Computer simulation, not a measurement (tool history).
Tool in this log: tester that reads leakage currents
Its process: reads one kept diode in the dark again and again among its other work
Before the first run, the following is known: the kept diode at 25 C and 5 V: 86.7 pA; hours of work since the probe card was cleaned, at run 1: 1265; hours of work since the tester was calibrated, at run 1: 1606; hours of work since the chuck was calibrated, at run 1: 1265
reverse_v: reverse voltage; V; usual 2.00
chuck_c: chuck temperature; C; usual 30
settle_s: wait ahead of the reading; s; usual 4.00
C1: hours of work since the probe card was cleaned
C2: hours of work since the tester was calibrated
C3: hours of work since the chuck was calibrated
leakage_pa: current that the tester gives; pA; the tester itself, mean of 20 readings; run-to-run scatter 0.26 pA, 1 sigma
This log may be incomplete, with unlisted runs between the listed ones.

run 1 hour=0.0 | reverse_v=2.00 chuck_c=30 settle_s=4.00 | C1=1265 C2=1606 C3=1265 | leakage_pa=78.63
-- hour=54.6 probe card cleaned and baked
run 2 hour=62.1 | reverse_v=2.00 chuck_c=30 settle_s=4.00 | C1=5 C2=1643 C3=1301 | leakage_pa=74.78
-- hour=79.6 chuck's temperature calibrated
run 3 hour=146.4 | reverse_v=2.00 chuck_c=30 settle_s=4.00 | C1=55 C2=1693 C3=41 | leakage_pa=84.63
run 4 hour=228.4 | reverse_v=2.00 chuck_c=30 settle_s=4.00 | C1=105 C2=1743 C3=91 | leakage_pa=84.44
run 5 hour=286.7 | reverse_v=2.00 chuck_c=30 settle_s=4.00 | C1=141 C2=1779 C3=127 | leakage_pa=84.53
run 6 hour=372.2 | reverse_v=2.00 chuck_c=30 settle_s=4.00 | C1=193 C2=1831 C3=179 | leakage_pa=83.72
run 7 hour=427.7 | reverse_v=2.00 chuck_c=30 settle_s=4.00 | C1=227 C2=1865 C3=213 | leakage_pa=83.79
run 8 hour=538.3 | reverse_v=2.00 chuck_c=39 settle_s=4.00 | C1=295 C2=1933 C3=281 | leakage_pa=177.78
run 9 hour=609.9 | reverse_v=2.00 chuck_c=30 settle_s=4.00 | C1=339 C2=1977 C3=324 | leakage_pa=83.44
run 10 hour=663.9 | reverse_v=2.00 chuck_c=30 settle_s=4.00 | C1=372 C2=2010 C3=357 | leakage_pa=82.53
run 11 hour=751.7 | reverse_v=17.63 chuck_c=30 settle_s=4.00 | C1=425 C2=2063 C3=411 | leakage_pa=270.77
run 12 hour=812.0 | reverse_v=17.63 chuck_c=30 settle_s=4.00 | C1=462 C2=2100 C3=448 | leakage_pa=271.18
run 13 hour=897.1 | reverse_v=17.63 chuck_c=30 settle_s=4.00 | C1=514 C2=2152 C3=500 | leakage_pa=270.34
run 14 hour=960.9 | reverse_v=17.63 chuck_c=30 settle_s=4.00 | C1=553 C2=2191 C3=539 | leakage_pa=271.09
run 15 hour=1036.9 | reverse_v=2.00 chuck_c=30 settle_s=4.00 | C1=600 C2=2238 C3=586 | leakage_pa=81.94
run 16 hour=1118.8 | reverse_v=2.00 chuck_c=30 settle_s=4.00 | C1=650 C2=2288 C3=636 | leakage_pa=81.59
run 17 hour=1189.3 | reverse_v=2.00 chuck_c=30 settle_s=0.55 | C1=693 C2=2331 C3=679 | leakage_pa=82.25
run 18 hour=1236.3 | reverse_v=1.50 chuck_c=30 settle_s=4.00 | C1=722 C2=2360 C3=708 | leakage_pa=70.03
run 19 hour=1330.0 | reverse_v=1.50 chuck_c=30 settle_s=4.00 | C1=779 C2=2417 C3=765 | leakage_pa=69.50
run 20 hour=1412.0 | reverse_v=2.00 chuck_c=42 settle_s=4.00 | C1=829 C2=2467 C3=815 | leakage_pa=218.83
run 21 hour=1464.0 | reverse_v=14.50 chuck_c=23 settle_s=1.18 | C1=861 C2=2499 C3=847 | leakage_pa=139.40
run 22 hour=1570.6 | reverse_v=14.50 chuck_c=23 settle_s=1.18 | C1=926 C2=2564 C3=912 | leakage_pa=139.77
run 23 hour=1669.4 | reverse_v=2.11 chuck_c=23 settle_s=1.18 | C1=987 C2=2625 C3=973 | leakage_pa=45.66
run 24 hour=1724.6 | reverse_v=2.00 chuck_c=34 settle_s=4.00 | C1=1020 C2=2658 C3=1006 | leakage_pa=112.47
run 25 hour=1826.4 | reverse_v=2.00 chuck_c=34 settle_s=4.00 | C1=1083 C2=2721 C3=1069 | leakage_pa=112.39
run 26 hour=1886.9 | reverse_v=2.00 chuck_c=38 settle_s=0.94 | C1=1120 C2=2758 C3=1106 | leakage_pa=155.67
run 27 hour=1964.0 | reverse_v=10.60 chuck_c=56 settle_s=4.00 | C1=1167 C2=2805 C3=1153 | leakage_pa=1537.21
run 28 hour=2029.4 | reverse_v=1.22 chuck_c=45 settle_s=2.02 | C1=1207 C2=2845 C3=1193 | leakage_pa=208.22
run 29 hour=2114.8 | reverse_v=4.01 chuck_c=38 settle_s=8.78 | C1=1259 C2=2897 C3=1245 | leakage_pa=225.33
-- hour=2177.9 probe card cleaned and baked
run 30 hour=2211.1 | reverse_v=4.01 chuck_c=38 settle_s=8.78 | C1=20 C2=2954 C3=1302 | leakage_pa=215.66
-- hour=2231.8 chuck's temperature calibrated
run 31 hour=2275.0 | reverse_v=1.70 chuck_c=30 settle_s=5.81 | C1=58 C2=2992 C3=26 | leakage_pa=77.87
run 32 hour=2365.7 | reverse_v=2.00 chuck_c=26 settle_s=0.34 | C1=114 C2=3048 C3=82 | leakage_pa=60.07
run 33 hour=2439.3 | reverse_v=7.91 chuck_c=23 settle_s=4.00 | C1=159 C2=3093 C3=127 | leakage_pa=94.44
run 34 hour=2541.9 | reverse_v=1.63 chuck_c=35 settle_s=4.84 | C1=221 C2=3155 C3=190 | leakage_pa=114.67
run 35 hour=2651.4 | reverse_v=1.54 chuck_c=59 settle_s=1.56 | C1=288 C2=3222 C3=257 | leakage_pa=731.05
run 36 hour=2707.6 | reverse_v=1.54 chuck_c=59 settle_s=1.56 | C1=323 C2=3257 C3=291 | leakage_pa=727.36
run 37 hour=2787.1 | reverse_v=1.54 chuck_c=53 settle_s=1.56 | C1=371 C2=3305 C3=340 | leakage_pa=466.24
run 38 hour=2837.2 | reverse_v=16.61 chuck_c=47 settle_s=0.45 | C1=402 C2=3336 C3=370 | leakage_pa=1041.37

Selected run-to-run steps in leakage_pa, each split into two signed amounts: the part the tool would show with no hidden state at all (from settings, incoming material and random variation), and the remainder, which goes to the hidden state together with any gauge scatter not common to the measured and the hidden-state-free results:
What the log doesn't record here: stray current of the dirty probe card, pA a volt; current scale over the true one, %; true chuck temperature over the reading, C; drift of the gauge itself on leakage_pa, %.
Run 26 -> 27: reverse_v 2.00 -> 10.60, chuck_c 38 -> 56, settle_s 0.94 -> 4.00. leakage_pa +1381.54 pA: hidden state -94.76, all else +1476.30.
Run 27 -> 28: reverse_v 10.60 -> 1.22, chuck_c 56 -> 45, settle_s 4.00 -> 2.02. leakage_pa -1328.99 pA: hidden state +88.21, all else -1417.20.
Run 30 -> 31: reverse_v 4.01 -> 1.70, chuck_c 38 -> 30, settle_s 8.78 -> 5.81, chuck's temperature calibrated. leakage_pa -137.79 pA: hidden state +22.75, all else -160.54.
Run 34 -> 35: reverse_v 1.63 -> 1.54, chuck_c 35 -> 59, settle_s 4.84 -> 1.56. leakage_pa +616.38 pA: hidden state -8.74, all else +625.12.
